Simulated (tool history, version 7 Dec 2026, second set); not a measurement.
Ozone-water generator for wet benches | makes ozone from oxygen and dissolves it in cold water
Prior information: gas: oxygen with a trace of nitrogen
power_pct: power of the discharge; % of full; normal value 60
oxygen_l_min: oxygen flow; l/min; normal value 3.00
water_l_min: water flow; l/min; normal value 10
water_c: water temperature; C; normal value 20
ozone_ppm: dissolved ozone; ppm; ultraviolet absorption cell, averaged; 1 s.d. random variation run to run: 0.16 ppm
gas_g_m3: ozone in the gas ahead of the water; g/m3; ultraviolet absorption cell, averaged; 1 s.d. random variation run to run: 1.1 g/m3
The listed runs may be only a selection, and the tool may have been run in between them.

| run | day | power_pct | oxygen_l_min | water_l_min | water_c | ozone_ppm | gas_g_m3 |
|---|---|---|---|---|---|---|---|
| 1 | 0.000 | 60 | 3.00 | 10 | 20 | 20.4 | 193.6 |
| 2 | 1.812 | 60 | 3.00 | 10 | 20 | 20.5 | 192.5 |
| 3 | 3.533 | 60 | 3.00 | 10 | 20 | 20.3 | 192.9 |
| 4 | 4.521 | 66 | 3.00 | 10 | 20 | 21.8 | 205.7 |
| 5 | 5.704 | 60 | 3.00 | 10 | 20 | 20.3 | 192.6 |
| 6 | 7.242 | 60 | 3.00 | 10 | 20 | 20.5 | 194.1 |
| 7 | 8.925 | 60 | 3.00 | 9 | 20 | 22.0 | 192.4 |
| 8 | 10.096 | 60 | 2.94 | 10 | 20 | 20.3 | 193.6 |
| 9 | 11.062 | 89 | 3.00 | 10 | 20 | 26.4 | 247.0 |
| 10 | 13.054 | 89 | 3.00 | 10 | 20 | 26.1 | 248.1 |
|  | 13.312 | contactor cleaned |
| 11 | 14.133 | 89 | 3.00 | 10 | 20 | 26.2 | 248.5 |
| 12 | 15.192 | 89 | 3.00 | 10 | 20 | 26.2 | 247.4 |
| 13 | 16.946 | 80 | 3.00 | 10 | 20 | 24.6 | 231.5 |
| 14 | 18.979 | 80 | 3.00 | 10 | 18 | 25.4 | 230.8 |
|  | 20.579 | contactor cleaned, once more |
| 15 | 21.221 | 60 | 2.55 | 10 | 20 | 20.9 | 214.1 |
| 16 | 22.879 | 60 | 2.55 | 10 | 20 | 20.7 | 214.2 |
| 17 | 24.921 | 60 | 2.55 | 10 | 20 | 20.5 | 213.0 |
| 18 | 26.062 | 60 | 2.12 | 10 | 20 | 21.0 | 240.3 |
| 19 | 28.096 | 60 | 2.12 | 10 | 20 | 20.9 | 239.8 |
| 20 | 29.238 | 52 | 2.12 | 13 | 13 | 16.0 | 216.2 |
| 21 | 31.058 | 52 | 2.12 | 13 | 13 | 16.1 | 217.7 |
| 22 | 32.938 | 52 | 2.12 | 13 | 13 | 16.0 | 218.1 |
| 23 | 34.212 | 60 | 4.69 | 9 | 20 | 19.8 | 141.7 |
| 24 | 35.262 | 60 | 4.69 | 9 | 16 | 21.9 | 144.0 |
| 25 | 36.417 | 86 | 3.00 | 6 | 20 | 37.2 | 241.7 |
| 26 | 37.462 | 86 | 3.00 | 6 | 20 | 37.1 | 240.6 |
| 27 | 38.612 | 86 | 3.00 | 6 | 20 | 37.2 | 242.7 |
| 28 | 40.708 | 86 | 3.00 | 6 | 20 | 36.6 | 241.4 |
| 29 | 42.771 | 44 | 3.00 | 7 | 20 | 21.3 | 155.9 |
| 30 | 44.662 | 44 | 2.55 | 8 | 16 | 21.2 | 173.2 |
| 31 | 45.733 | 44 | 2.55 | 8 | 16 | 21.4 | 170.2 |
| 32 | 47.683 | 59 | 3.20 | 15 | 20 | 13.7 | 182.5 |
| 33 | 49.542 | 54 | 2.18 | 8 | 20 | 23.6 | 218.1 |

Results for each run, recomputed without the tool's hidden state and with each run's random variation untouched:
Hidden state at play: yield of the discharge, % of new electrodes'; contactor's efficiency, % of a clean one's; true water temperature over the reading, C; drift of the gauge itself on ozone_ppm, %; drift of the gauge itself on gas_g_m3, %.
| run | ozone_ppm | gas_g_m3 |
|---|---|---|
| 1 | 21.2 | 199.1 |
| 2 | 21.3 | 198.0 |
| 3 | 21.0 | 198.6 |
| 4 | 22.7 | 212.3 |
| 5 | 21.1 | 198.4 |
| 6 | 21.3 | 200.0 |
| 7 | 22.9 | 198.3 |
| 8 | 21.1 | 199.6 |
| 9 | 27.7 | 257.1 |
| 10 | 27.5 | 258.3 |
| 11 | 27.6 | 258.8 |
| 12 | 27.6 | 257.7 |
| 13 | 25.9 | 240.7 |
| 14 | 26.7 | 240.1 |
| 15 | 21.7 | 221.3 |
| 16 | 21.5 | 221.4 |
| 17 | 21.3 | 220.4 |
| 18 | 21.9 | 248.7 |
| 19 | 21.8 | 248.2 |
| 20 | 16.6 | 223.1 |
| 21 | 16.8 | 224.7 |
| 22 | 16.7 | 225.2 |
| 23 | 20.7 | 146.9 |
| 24 | 22.8 | 149.3 |
| 25 | 39.3 | 253.1 |
| 26 | 39.1 | 252.1 |
| 27 | 39.2 | 254.3 |
| 28 | 38.6 | 253.1 |
| 29 | 22.1 | 160.5 |
| 30 | 22.0 | 178.4 |
| 31 | 22.3 | 175.3 |
| 32 | 14.4 | 189.6 |
| 33 | 24.7 | 226.2 |

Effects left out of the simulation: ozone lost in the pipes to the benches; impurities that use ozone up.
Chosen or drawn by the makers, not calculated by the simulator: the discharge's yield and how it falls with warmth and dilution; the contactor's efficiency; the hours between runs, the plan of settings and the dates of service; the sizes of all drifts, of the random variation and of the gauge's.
